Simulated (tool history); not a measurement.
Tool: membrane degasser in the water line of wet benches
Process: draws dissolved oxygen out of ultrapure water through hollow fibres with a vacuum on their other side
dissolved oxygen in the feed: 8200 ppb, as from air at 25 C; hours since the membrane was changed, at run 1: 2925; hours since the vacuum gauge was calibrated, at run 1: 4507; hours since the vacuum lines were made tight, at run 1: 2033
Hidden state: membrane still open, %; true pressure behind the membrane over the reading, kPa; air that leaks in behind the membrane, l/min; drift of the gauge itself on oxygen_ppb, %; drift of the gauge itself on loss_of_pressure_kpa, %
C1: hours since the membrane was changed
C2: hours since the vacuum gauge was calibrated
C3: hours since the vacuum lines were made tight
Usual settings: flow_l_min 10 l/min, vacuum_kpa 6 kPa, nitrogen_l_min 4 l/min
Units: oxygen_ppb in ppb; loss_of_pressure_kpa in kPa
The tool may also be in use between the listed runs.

{"run": 1, "hour": 0.0, "flow_l_min": 10, "vacuum_kpa": 6, "nitrogen_l_min": 4, "C1": 2925, "C2": 4507, "C3": 2033, "oxygen_ppb": 19.5, "loss_of_pressure_kpa": 38.7}
{"run": 2, "hour": 185.2, "flow_l_min": 10, "vacuum_kpa": 6, "nitrogen_l_min": 4, "C1": 3110, "C2": 4692, "C3": 2219, "oxygen_ppb": 19.6, "loss_of_pressure_kpa": 38.51}
{"run": 3, "hour": 371.0, "flow_l_min": 10, "vacuum_kpa": 6, "nitrogen_l_min": 4, "C1": 3296, "C2": 4878, "C3": 2404, "oxygen_ppb": 19.5, "loss_of_pressure_kpa": 38.22}
{"run": 4, "hour": 516.5, "flow_l_min": 10, "vacuum_kpa": 6, "nitrogen_l_min": 4, "C1": 3442, "C2": 5023, "C3": 2550, "oxygen_ppb": 19.8, "loss_of_pressure_kpa": 38.63}
{"run": 5, "hour": 660.5, "flow_l_min": 10, "vacuum_kpa": 6, "nitrogen_l_min": 4, "C1": 3585, "C2": 5167, "C3": 2694, "oxygen_ppb": 19.8, "loss_of_pressure_kpa": 38.16}
{"run": 6, "hour": 774.7, "flow_l_min": 10, "vacuum_kpa": 6, "nitrogen_l_min": 4, "C1": 3700, "C2": 5282, "C3": 2808, "oxygen_ppb": 20.3, "loss_of_pressure_kpa": 38.07}
{"run": 7, "hour": 942.9, "flow_l_min": 10, "vacuum_kpa": 6, "nitrogen_l_min": 4, "C1": 3868, "C2": 5450, "C3": 2976, "oxygen_ppb": 20.3, "loss_of_pressure_kpa": 38.25}
{"run": 8, "hour": 1055.1, "flow_l_min": 10, "vacuum_kpa": 6, "nitrogen_l_min": 4, "C1": 3980, "C2": 5562, "C3": 3089, "oxygen_ppb": 20, "loss_of_pressure_kpa": 38.26}
{"hour": 1211.5, "done": "vacuum gauge calibrated"}
{"run": 9, "hour": 1218.6, "flow_l_min": 10, "vacuum_kpa": 6, "nitrogen_l_min": 4, "C1": 4143, "C2": 7, "C3": 3252, "oxygen_ppb": 19.7, "loss_of_pressure_kpa": 38.44}
{"run": 10, "hour": 1340.7, "flow_l_min": 10, "vacuum_kpa": 6, "nitrogen_l_min": 4, "C1": 4265, "C2": 129, "C3": 3374, "oxygen_ppb": 19.8, "loss_of_pressure_kpa": 38.81}
{"run": 11, "hour": 1520.2, "flow_l_min": 10, "vacuum_kpa": 4.05, "nitrogen_l_min": 4, "C1": 4445, "C2": 309, "C3": 3553, "oxygen_ppb": 7.9, "loss_of_pressure_kpa": 38.64}
{"run": 12, "hour": 1635.8, "flow_l_min": 10, "vacuum_kpa": 4.05, "nitrogen_l_min": 4, "C1": 4560, "C2": 424, "C3": 3669, "oxygen_ppb": 7.5, "loss_of_pressure_kpa": 38.59}
{"hour": 1668.5, "done": "vacuum gauge calibrated, once more"}
{"run": 13, "hour": 1791.3, "flow_l_min": 10, "vacuum_kpa": 4.05, "nitrogen_l_min": 4, "C1": 4715, "C2": 123, "C3": 3824, "oxygen_ppb": 8.1, "loss_of_pressure_kpa": 38.57}
{"run": 14, "hour": 1867.3, "flow_l_min": 10, "vacuum_kpa": 4.05, "nitrogen_l_min": 4, "C1": 4791, "C2": 199, "C3": 3900, "oxygen_ppb": 7.7, "loss_of_pressure_kpa": 38.5}
{"run": 15, "hour": 2016.1, "flow_l_min": 7, "vacuum_kpa": 5.2, "nitrogen_l_min": 7.22, "C1": 4940, "C2": 348, "C3": 4049, "oxygen_ppb": 5.7, "loss_of_pressure_kpa": 27.42}
{"run": 16, "hour": 2142.7, "flow_l_min": 7, "vacuum_kpa": 5.2, "nitrogen_l_min": 7.22, "C1": 5067, "C2": 474, "C3": 4175, "oxygen_ppb": 5.7, "loss_of_pressure_kpa": 27.22}
{"run": 17, "hour": 2292.0, "flow_l_min": 7, "vacuum_kpa": 5.2, "nitrogen_l_min": 7.22, "C1": 5216, "C2": 624, "C3": 4325, "oxygen_ppb": 5.9, "loss_of_pressure_kpa": 26.85}
{"run": 18, "hour": 2457.2, "flow_l_min": 7, "vacuum_kpa": 6, "nitrogen_l_min": 4, "C1": 5381, "C2": 789, "C3": 4490, "oxygen_ppb": 13.2, "loss_of_pressure_kpa": 27.18}
{"run": 19, "hour": 2636.4, "flow_l_min": 9, "vacuum_kpa": 4.36, "nitrogen_l_min": 4, "C1": 5560, "C2": 968, "C3": 4669, "oxygen_ppb": 8.4, "loss_of_pressure_kpa": 34.83}
{"run": 20, "hour": 2813.8, "flow_l_min": 9, "vacuum_kpa": 4.36, "nitrogen_l_min": 4, "C1": 5738, "C2": 1145, "C3": 4846, "oxygen_ppb": 8.2, "loss_of_pressure_kpa": 35}
{"run": 21, "hour": 2911.7, "flow_l_min": 9, "vacuum_kpa": 4.36, "nitrogen_l_min": 4, "C1": 5836, "C2": 1243, "C3": 4944, "oxygen_ppb": 8.7, "loss_of_pressure_kpa": 34.98}
{"run": 22, "hour": 3000.6, "flow_l_min": 7, "vacuum_kpa": 7.64, "nitrogen_l_min": 11.44, "C1": 5925, "C2": 1332, "C3": 5033, "oxygen_ppb": 7.8, "loss_of_pressure_kpa": 27.23}
{"run": 23, "hour": 3125.1, "flow_l_min": 9, "vacuum_kpa": 4.02, "nitrogen_l_min": 1.72, "C1": 6049, "C2": 1457, "C3": 5158, "oxygen_ppb": 12.7, "loss_of_pressure_kpa": 34.68}
{"run": 24, "hour": 3285.1, "flow_l_min": 10, "vacuum_kpa": 6, "nitrogen_l_min": 2, "C1": 6209, "C2": 1617, "C3": 5318, "oxygen_ppb": 37.5, "loss_of_pressure_kpa": 39.07}
{"run": 25, "hour": 3415.7, "flow_l_min": 13, "vacuum_kpa": 7.88, "nitrogen_l_min": 10.2, "C1": 6340, "C2": 1747, "C3": 5448, "oxygen_ppb": 20.5, "loss_of_pressure_kpa": 50.43}
{"run": 26, "hour": 3504.1, "flow_l_min": 9, "vacuum_kpa": 4.82, "nitrogen_l_min": 8.53, "C1": 6428, "C2": 1836, "C3": 5537, "oxygen_ppb": 6.4, "loss_of_pressure_kpa": 34.97}
{"run": 27, "hour": 3594.4, "flow_l_min": 9, "vacuum_kpa": 4.7, "nitrogen_l_min": 8.53, "C1": 6518, "C2": 1926, "C3": 5627, "oxygen_ppb": 6.1, "loss_of_pressure_kpa": 35.2}

3 ways to go on from here, each from the tool as it stands after run 27. What would each give?
{"run": "A", "hour": 3673.2, "flow_l_min": 11, "vacuum_kpa": 7.74, "nitrogen_l_min": 4, "C1": 6597, "C2": 2005, "C3": 5706, "oxygen_ppb": "?", "loss_of_pressure_kpa": "?"}
{"run": "B", "hour": 3673.2, "flow_l_min": 8, "vacuum_kpa": 8.34, "nitrogen_l_min": 5.82, "C1": 6597, "C2": 2005, "C3": 5706, "oxygen_ppb": "?", "loss_of_pressure_kpa": "?"}
{"run": "C", "hour": 3673.2, "flow_l_min": 14, "vacuum_kpa": 6.68, "nitrogen_l_min": 1.77, "C1": 6597, "C2": 2005, "C3": 5706, "oxygen_ppb": "?", "loss_of_pressure_kpa": "?"}

run=A oxygen_ppb=35.1 loss_of_pressure_kpa=42.54
run=B oxygen_ppb=19.3 loss_of_pressure_kpa=31.21
run=C oxygen_ppb=73.6 loss_of_pressure_kpa=54.51
Without the tool's hidden state the same runs would have given:
run=A oxygen_ppb=33.8 loss_of_pressure_kpa=41.37
run=B oxygen_ppb=18.5 loss_of_pressure_kpa=30.35
run=C oxygen_ppb=71.2 loss_of_pressure_kpa=53.01
